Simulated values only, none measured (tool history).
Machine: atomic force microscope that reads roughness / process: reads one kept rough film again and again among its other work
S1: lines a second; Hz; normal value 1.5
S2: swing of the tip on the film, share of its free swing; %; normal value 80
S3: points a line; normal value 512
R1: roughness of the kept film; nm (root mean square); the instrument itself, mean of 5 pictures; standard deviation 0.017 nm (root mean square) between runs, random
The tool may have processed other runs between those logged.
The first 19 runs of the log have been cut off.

Run 20, hour 246.6: usual settings. Result: R1 3.727 nm (root mean square).
Run 21, hour 255.7: usual settings but S2 63 %. Result: R1 3.978 nm (root mean square).
At hour 266.5: new tip fitted.
Run 22, hour 267.4: usual settings but S1 1.72 Hz, S2 68 %, S3 303. Result: R1 4.434 nm (root mean square).
Run 23, hour 276.9: usual settings but S2 56 %. Result: R1 4.544 nm (root mean square).
Run 24, hour 292.8: usual settings but S1 0.53 Hz, S3 684. Result: R1 4.233 nm (root mean square).
At hour 295: height scale calibrated on a step standard.
Run 25, hour 307.2: usual settings but S1 0.53 Hz, S3 684. Result: R1 4.017 nm (root mean square).
Run 26, hour 315.7: usual settings but S1 0.53 Hz, S3 684. Result: R1 3.973 nm (root mean square).
At hour 319.5: new tip fitted.
Run 27, hour 328.7: usual settings but S1 0.53 Hz, S2 77 %, S3 493. Result: R1 4.499 nm (root mean square).
Run 28, hour 338.7: usual settings but S1 2.1 Hz, S3 396. Result: R1 3.723 nm (root mean square).
Run 29, hour 353.5: usual settings but S1 2.1 Hz, S3 396. Result: R1 3.547 nm (root mean square).
Run 30, hour 369.4: usual settings but S1 2.1 Hz, S3 396. Result: R1 3.387 nm (root mean square).
At hour 372: new tip fitted.
Run 31, hour 380.2: usual settings but S1 0.75 Hz, S2 64 %. Result: R1 4.59 nm (root mean square).
Run 32, hour 388.4: usual settings but S1 0.75 Hz, S2 64 %. Result: R1 4.479 nm (root mean square).
At hour 397.4: height scale calibrated on a step standard, once more.
Run 33, hour 399.1: usual settings but S2 63 %. Result: R1 4.215 nm (root mean square).
Run 34, hour 409.2: usual settings but S1 2.16 Hz, S2 86 %, S3 928. Result: R1 3.277 nm (root mean square).
Run 35, hour 418.6: usual settings but S1 2.16 Hz, S2 86 %, S3 928. Result: R1 3.191 nm (root mean square).
At hour 425.2: new tip fitted.
Run 36, hour 430.5: usual settings but S1 2.16 Hz, S2 86 %, S3 928. Result: R1 3.652 nm (root mean square).

Predict the results of run 37:
Run 37, hour 440.9: usual settings but S1 1.58 Hz, S2 73 %, S3 727. Result: R1 ?.

Run 37 measured R1 4.093 nm (root mean square).
Minus the tool's unlogged condition, the same run would have read R1 4.346 nm (root mean square).
